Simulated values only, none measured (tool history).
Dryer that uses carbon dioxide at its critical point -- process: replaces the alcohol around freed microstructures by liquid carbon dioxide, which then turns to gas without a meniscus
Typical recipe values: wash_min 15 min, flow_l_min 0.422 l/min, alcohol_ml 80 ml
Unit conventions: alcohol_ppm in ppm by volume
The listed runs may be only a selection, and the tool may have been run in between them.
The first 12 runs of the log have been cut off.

run     day  wash_min  flow_l_min  alcohol_ml  alcohol_ppm
 13  12.538        17       0.422          80          158
 14  13.854        15       0.422          80          300
 15  14.908        15       0.392          80          402
 16  15.904        15       0.392          80          415
 17  17.358        15       0.392          80          416
 18  18.092        15       0.422          80          307
 19  19.192        20       0.422          80          124
 20  20.017        16       0.388          62          280
 21  20.638        16       0.388          62          275
 22  22.121        16       0.656          70           96
 23  22.812        15       0.557          80          125
 24  24.071        20       0.368          32          132
 25  25.058        20       0.336          46          192
 26  26.429        20       0.336          46          201
 27  27.425         9       0.422          80         2656
 28  28.512         9       0.508          24          480
 29  29.921        21       0.299          87          388
 30  30.833        21       0.299          87          389
 31  31.862        21       0.388          87          165
     32.142  -- inlet filter changed
 32  32.896        21       0.388          87          134
 33  34.079        18       0.370          80          226
 34  34.704         9       0.385          64         2306
 35  35.504        15       0.419          34          179

Below are 5 alternative next runs, each starting from the tool's condition after run 35. Predict each:
  A  36.704        18       0.422          80            ?
  B  36.704        15       0.339          30            ?
  C  36.704        23       0.408          45            ?
  D  36.704        11       0.419          34            ?
  E  36.704        10       0.422          80            ?

run  alcohol_ppm
  A          161
  B          318
  C          118
  D          510
  E         1453
Stripped of hidden state, with their random variation kept, the same runs would have yielded:
run  alcohol_ppm
  A           46
  B          195
  C            9
  D          375
  E         1264
